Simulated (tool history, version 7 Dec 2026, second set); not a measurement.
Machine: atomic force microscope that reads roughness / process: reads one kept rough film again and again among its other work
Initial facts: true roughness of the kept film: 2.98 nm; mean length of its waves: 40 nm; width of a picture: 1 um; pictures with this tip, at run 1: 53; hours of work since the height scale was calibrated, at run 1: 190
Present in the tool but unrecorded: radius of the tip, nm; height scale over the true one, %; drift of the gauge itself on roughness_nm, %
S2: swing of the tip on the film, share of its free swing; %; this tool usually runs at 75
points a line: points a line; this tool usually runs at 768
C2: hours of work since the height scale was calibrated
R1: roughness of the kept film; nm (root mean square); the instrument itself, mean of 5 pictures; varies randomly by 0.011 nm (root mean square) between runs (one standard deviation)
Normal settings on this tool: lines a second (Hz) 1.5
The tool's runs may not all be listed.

Run 1, hour 0: usual settings; pictures with this tip 53; C2 190. Result: R1 2.449 nm (root mean square).
Run 2, hour 30.3: usual settings but lines a second (Hz) 2.19; pictures with this tip 91; C2 203. Result: R1 2.288 nm (root mean square).
Run 3, hour 45.6: usual settings but lines a second (Hz) 2.19; pictures with this tip 110; C2 210. Result: R1 2.245 nm (root mean square).
Run 4, hour 66.2: usual settings but lines a second (Hz) 2.19; pictures with this tip 135; C2 219. Result: R1 2.225 nm (root mean square).
Run 5, hour 85.6: usual settings but lines a second (Hz) 2.19; pictures with this tip 159; C2 227. Result: R1 2.211 nm (root mean square).
Run 6, hour 104.6: usual settings but points a line 793; pictures with this tip 183; C2 235. Result: R1 2.271 nm (root mean square).
Run 7, hour 138.9: usual settings but S2 60 %; pictures with this tip 225; C2 251. Result: R1 2.399 nm (root mean square).
At hour 152.7: new tip fitted.
Run 8, hour 168.1: usual settings but S2 60 %; pictures with this tip 19; C2 263. Result: R1 2.639 nm (root mean square).
Run 9, hour 189.9: usual settings but points a line 465; pictures with this tip 46; C2 273. Result: R1 2.44 nm (root mean square).
Run 10, hour 217.9: usual settings; pictures with this tip 81; C2 285. Result: R1 2.371 nm (root mean square).
Run 11, hour 243: usual settings; pictures with this tip 112; C2 296. Result: R1 2.345 nm (root mean square).
Run 12, hour 272.5: usual settings; pictures with this tip 148; C2 309. Result: R1 2.32 nm (root mean square).
Run 13, hour 287.8: usual settings but S2 57 %; pictures with this tip 167; C2 316. Result: R1 2.482 nm (root mean square).
Run 14, hour 314.7: usual settings but S2 57 %; pictures with this tip 201; C2 327. Result: R1 2.431 nm (root mean square).
Run 15, hour 334.7: usual settings but S2 57 %; pictures with this tip 225; C2 336. Result: R1 2.387 nm (root mean square).
At hour 348: new tip fitted.
Run 16, hour 366.4: usual settings but S2 57 %; pictures with this tip 23; C2 350. Result: R1 2.67 nm (root mean square).
Run 17, hour 383.4: usual settings but lines a second (Hz) 1.01; pictures with this tip 44; C2 357. Result: R1 2.52 nm (root mean square).
Run 18, hour 416.8: usual settings but lines a second (Hz) 1.01; pictures with this tip 85; C2 372. Result: R1 2.466 nm (root mean square).
Run 19, hour 450: usual settings but lines a second (Hz) 3.12, S2 68 %, points a line 322; pictures with this tip 127; C2 387. Result: R1 2.22 nm (root mean square).
Run 20, hour 480.2: usual settings but S2 89 %, points a line 717; pictures with this tip 164; C2 400. Result: R1 2.048 nm (root mean square).
Run 21, hour 498.3: usual settings but S2 89 %, points a line 717; pictures with this tip 186; C2 408. Result: R1 2.038 nm (root mean square).
Run 22, hour 524.3: usual settings but S2 89 %, points a line 717; pictures with this tip 219; C2 419. Result: R1 1.997 nm (root mean square).
At hour 543.3: new tip fitted.
Run 23, hour 557.6: usual settings but S2 88 %, points a line 397; pictures with this tip 17; C2 434. Result: R1 2.256 nm (root mean square).
Run 24, hour 576.1: usual settings but lines a second (Hz) 3.15, S2 83 %, points a line 287; pictures with this tip 40; C2 442. Result: R1 1.96 nm (root mean square).
Run 25, hour 605.7: usual settings but lines a second (Hz) 3.15, S2 79 %, points a line 377; pictures with this tip 77; C2 455. Result: R1 2.056 nm (root mean square).
Run 26, hour 628.8: usual settings but lines a second (Hz) 1.23, S2 60 %, points a line 857; pictures with this tip 106; C2 465. Result: R1 2.567 nm (root mean square).
Run 27, hour 650.2: usual settings but lines a second (Hz) 2.65, S2 74 %, points a line 333; pictures with this tip 132; C2 474. Result: R1 2.145 nm (root mean square).
Run 28, hour 676.6: usual settings but lines a second (Hz) 2.65, S2 74 %, points a line 935; pictures with this tip 165; C2 486. Result: R1 2.126 nm (root mean square).
Run 29, hour 707.3: usual settings but lines a second (Hz) 2.65, S2 74 %, points a line 935; pictures with this tip 203; C2 499. Result: R1 2.097 nm (root mean square).

Below are 5 alternative next runs, each starting from the tool's condition after run 29. Predict each:
Run A, hour 725.6: usual settings but lines a second (Hz) 2.65, S2 67 %, points a line 559; pictures with this tip 225; C2 507. Result: R1 ?.
Run B, hour 725.6: usual settings but lines a second (Hz) 3.62, points a line 539; pictures with this tip 225; C2 507. Result: R1 ?.
Run C, hour 725.6: usual settings but lines a second (Hz) 3.43, S2 63 %; pictures with this tip 225; C2 507. Result: R1 ?.
Run D, hour 725.6: usual settings but lines a second (Hz) 1.33, S2 74 %, points a line 935; pictures with this tip 225; C2 507. Result: R1 ?.
Run E, hour 725.6: usual settings but lines a second (Hz) 2.65, S2 74 %, points a line 745; pictures with this tip 225; C2 507. Result: R1 ?.

run     R1
  A  2.189
  B  1.899
  C  2.197
  D  2.248
  E  2.052
What these runs would have given with no unlogged condition in the tool:
run     R1
  A  2.489
  B   2.16
  C  2.499
  D  2.557
  E  2.334
